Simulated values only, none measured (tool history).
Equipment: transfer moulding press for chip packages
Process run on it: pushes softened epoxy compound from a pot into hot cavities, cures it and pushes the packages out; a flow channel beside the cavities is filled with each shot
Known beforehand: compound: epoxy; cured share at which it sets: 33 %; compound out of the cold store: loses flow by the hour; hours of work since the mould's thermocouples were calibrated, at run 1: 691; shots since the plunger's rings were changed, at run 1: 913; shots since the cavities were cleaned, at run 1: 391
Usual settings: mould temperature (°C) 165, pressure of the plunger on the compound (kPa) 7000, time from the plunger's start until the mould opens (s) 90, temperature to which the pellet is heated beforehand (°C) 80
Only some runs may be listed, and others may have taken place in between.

| run | hour | mould temperature (°C) | pressure of the plunger on the compound (kPa) | time from the plunger's start until the mould opens (s) | temperature to which the pellet is heated beforehand (°C) | hours of work since the mould's thermocouples were calibrated | shots since the plunger's rings were changed | shots since the cavities were cleaned | incoming compound's hours out of the cold store | length that the compound runs in the flow channel (mm) | greatest force on the pins that push the packages out (N) |
|---|---|---|---|---|---|---|---|---|---|---|---|
| 1 | 0.0 | 165 | 7000 | 90 | 80 | 691 | 913 | 391 | 37.1 | 627 | 466 |
|  | 9.3 | mould's thermocouples calibrated |
| 2 | 48.1 | 165 | 7000 | 90 | 74 | 20 | 1352 | 830 | 34.4 | 639 | 467 |
|  | 74.9 | cavities cleaned with cleaning compound and waxed |
| 3 | 96.5 | 165 | 7000 | 90 | 74 | 44 | 1798 | 206 | 12.9 | 680 | 542 |
| 4 | 162.5 | 165 | 7000 | 90 | 74 | 77 | 2427 | 835 | 47.8 | 610 | 493 |
|  | 188.3 | cavities cleaned with cleaning compound and waxed |
|  | 209.9 | plunger's sealing rings changed |
| 5 | 240.0 | 165 | 7000 | 90 | 74 | 115 | 287 | 468 | 31.4 | 644 | 506 |
| 6 | 292.4 | 165 | 7000 | 90 | 80 | 141 | 786 | 967 | 23.0 | 662 | 512 |
|  | 307.2 | cavities cleaned with cleaning compound and waxed |
| 7 | 381.4 | 169 | 7000 | 90 | 80 | 186 | 1618 | 706 | 24.4 | 655 | 401 |
|  | 419.2 | cavities cleaned with cleaning compound and waxed |
| 8 | 423.9 | 169 | 7000 | 90 | 80 | 207 | 2009 | 45 | 29.4 | 644 | 399 |
| 9 | 486.7 | 165 | 7000 | 90 | 80 | 239 | 2607 | 643 | 36.1 | 631 | 488 |
|  | 514.8 | plunger's sealing rings changed |
|  | 535.2 | cavities cleaned with cleaning compound and waxed |
| 10 | 564.2 | 165 | 7000 | 90 | 79 | 276 | 457 | 277 | 8.4 | 696 | 521 |
| 11 | 603.9 | 165 | 7000 | 90 | 79 | 296 | 835 | 655 | 11.5 | 689 | 499 |
|  | 647.2 | cavities cleaned with cleaning compound and waxed |
| 12 | 668.0 | 165 | 7000 | 90 | 79 | 328 | 1430 | 198 | 26.1 | 657 | 497 |
| 13 | 712.5 | 165 | 7000 | 90 | 79 | 351 | 1853 | 621 | 30.9 | 640 | 487 |
|  | 761.2 | cavities cleaned with cleaning compound and waxed |
| 14 | 801.7 | 165 | 6850 | 100 | 79 | 395 | 2688 | 385 | 30.1 | 644 | 403 |
|  | 819.5 | plunger's sealing rings changed |
|  | 876.4 | cavities cleaned with cleaning compound and waxed |
| 15 | 892.3 | 165 | 5850 | 100 | 80 | 440 | 678 | 151 | 18.7 | 618 | 416 |
| 16 | 956.5 | 163 | 5850 | 95 | 74 | 472 | 1290 | 763 | 36.7 | 581 | 508 |
|  | 989.5 | cavities cleaned with cleaning compound and waxed |
| 17 | 1013.4 | 163 | 5850 | 95 | 74 | 500 | 1817 | 228 | 46.0 | 567 | 488 |
| 18 | 1053.7 | 171 | 8020 | 82 | 86 | 521 | 2200 | 611 | 40.5 | 663 | 394 |
|  | 1103.1 | cavities cleaned with cleaning compound and waxed |
|  | 1126.9 | plunger's sealing rings changed |
| 19 | 1136.5 | 171 | 5530 | 82 | 86 | 561 | 92 | 295 | 13.8 | 595 | 423 |
| 20 | 1201.6 | 171 | 7330 | 123 | 86 | 594 | 711 | 914 | 16.5 | 681 | 300 |
|  | 1216.8 | cavities cleaned with cleaning compound and waxed |
| 21 | 1281.9 | 171 | 7330 | 123 | 86 | 634 | 1461 | 620 | 41.4 | 630 | 305 |
|  | 1330.1 | cavities cleaned with cleaning compound and waxed |
| 22 | 1368.7 | 171 | 7330 | 123 | 86 | 678 | 2273 | 367 | 35.7 | 642 | 303 |

Run 23, settings as shown, results not yet in. Your forecast:
|  | 1400.6 | mould's thermocouples calibrated |
|  | 1435.2 | plunger's sealing rings changed |
|  | 1447.9 | cavities cleaned with cleaning compound and waxed |
| 23 | 1456.2 | 164 | 6720 | 90 | 80 | 26 | 185 | 79 | 19.7 | ? | ? |

Run 23 came out at length that the compound runs in the flow channel (mm) 654, greatest force on the pins that push the packages out (N) 515.
On a tool with no hidden condition, and with the same random variation, this run would have come out at length that the compound runs in the flow channel (mm) 654, greatest force on the pins that push the packages out (N) 515.
